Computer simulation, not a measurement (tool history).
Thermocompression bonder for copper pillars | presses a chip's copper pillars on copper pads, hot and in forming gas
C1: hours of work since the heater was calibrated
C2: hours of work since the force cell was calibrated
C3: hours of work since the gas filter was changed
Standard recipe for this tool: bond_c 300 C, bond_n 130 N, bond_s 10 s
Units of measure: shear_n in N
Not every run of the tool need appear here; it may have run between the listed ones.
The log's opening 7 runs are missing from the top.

Run 8, hour 247.5: usual settings but bond_c 303 C; C1 602; C2 287; C3 200. Result: shear_n 70 N.
Run 9, hour 298.2: usual settings but bond_c 303 C; C1 635; C2 319; C3 233. Result: shear_n 70.7 N.
Run 10, hour 320.4: usual settings; C1 649; C2 334; C3 247. Result: shear_n 70.3 N.
Run 11, hour 350: usual settings; C1 668; C2 353; C3 266. Result: shear_n 69.7 N.
Run 12, hour 379.5: usual settings but bond_s 9 s; C1 687; C2 372; C3 285. Result: shear_n 67.8 N.
Run 13, hour 419: usual settings but bond_s 18 s; C1 713; C2 397; C3 310. Result: shear_n 78.4 N.
Run 14, hour 447.1: usual settings but bond_s 18 s; C1 731; C2 415; C3 329. Result: shear_n 78.1 N.
Run 15, hour 483.4: usual settings but bond_s 18 s; C1 754; C2 439; C3 352. Result: shear_n 77.6 N.
Run 16, hour 525.4: usual settings but bond_n 83 N; C1 781; C2 466; C3 379. Result: shear_n 51.9 N.
Run 17, hour 552.2: usual settings but bond_c 283 C, bond_n 118 N, bond_s 22 s; C1 799; C2 483; C3 396. Result: shear_n 71.5 N.
Run 18, hour 603: usual settings but bond_c 283 C, bond_n 118 N, bond_s 22 s; C1 831; C2 516; C3 429. Result: shear_n 72 N.
At hour 621.6: forming gas filter changed.
Run 19, hour 652.4: usual settings but bond_c 314 C, bond_s 7 s; C1 863; C2 547; C3 20. Result: shear_n 70.3 N.
Run 20, hour 703.6: usual settings but bond_c 314 C, bond_n 93 N, bond_s 7 s; C1 896; C2 580; C3 53. Result: shear_n 57.7 N.
At hour 734.1: heater calibrated with a thermocouple chip.
Run 21, hour 753.6: usual settings but bond_c 327 C, bond_n 96 N, bond_s 7 s; C1 13; C2 611; C3 84. Result: shear_n 59.2 N.
Run 22, hour 791.4: usual settings but bond_c 327 C, bond_n 96 N, bond_s 7 s; C1 37; C2 635; C3 108. Result: shear_n 59.6 N.
Run 23, hour 816.1: usual settings but bond_c 277 C, bond_n 93 N, bond_s 6 s; C1 53; C2 651; C3 124. Result: shear_n 38.4 N.
Run 24, hour 856.4: usual settings but bond_c 305 C, bond_n 163 N, bond_s 18 s; C1 79; C2 677; C3 150. Result: shear_n 84.1 N.
Run 25, hour 897.1: usual settings but bond_c 301 C, bond_n 82 N, bond_s 7 s; C1 105; C2 703; C3 176. Result: shear_n 44 N.
Run 26, hour 943.9: usual settings but bond_n 194 N, bond_s 6 s; C1 135; C2 734; C3 206. Result: shear_n 74.5 N.
Run 27, hour 972.7: usual settings but bond_n 117 N, bond_s 6 s; C1 154; C2 752; C3 225. Result: shear_n 55.5 N.
Run 28, hour 1005.8: usual settings but bond_c 274 C, bond_n 129 N; C1 175; C2 773; C3 246. Result: shear_n 57.7 N.
Run 29, hour 1027.3: usual settings but bond_c 304 C, bond_n 128 N, bond_s 11 s; C1 189; C2 787; C3 260. Result: shear_n 70.3 N.
Run 30, hour 1056: usual settings but bond_c 304 C, bond_n 128 N, bond_s 11 s; C1 207; C2 806; C3 278. Result: shear_n 70.4 N.
Run 31, hour 1077.8: usual settings but bond_c 304 C, bond_n 128 N, bond_s 11 s; C1 221; C2 820; C3 292. Result: shear_n 70.7 N.
Run 32, hour 1128.4: usual settings but bond_c 304 C, bond_n 86 N, bond_s 11 s; C1 254; C2 852; C3 325. Result: shear_n 55 N.

Alternative continuations, all from the tool just after run 32; predict every row:
Run A, hour 1177.1: usual settings but bond_c 296 C, bond_n 114 N, bond_s 11 s; C1 285; C2 884; C3 356. Result: shear_n ?.
Run B, hour 1177.1: usual settings but bond_c 277 C, bond_n 169 N, bond_s 11 s; C1 285; C2 884; C3 356. Result: shear_n ?.
Run C, hour 1177.1: usual settings but bond_c 281 C, bond_s 20 s; C1 285; C2 884; C3 356. Result: shear_n ?.

run  shear_n
  A     63.4
  B     71.5
  C     72.5
Without the tool's unlogged condition, the same runs would have read:
run  shear_n
  A       62
  B     70.4
  C     71.5

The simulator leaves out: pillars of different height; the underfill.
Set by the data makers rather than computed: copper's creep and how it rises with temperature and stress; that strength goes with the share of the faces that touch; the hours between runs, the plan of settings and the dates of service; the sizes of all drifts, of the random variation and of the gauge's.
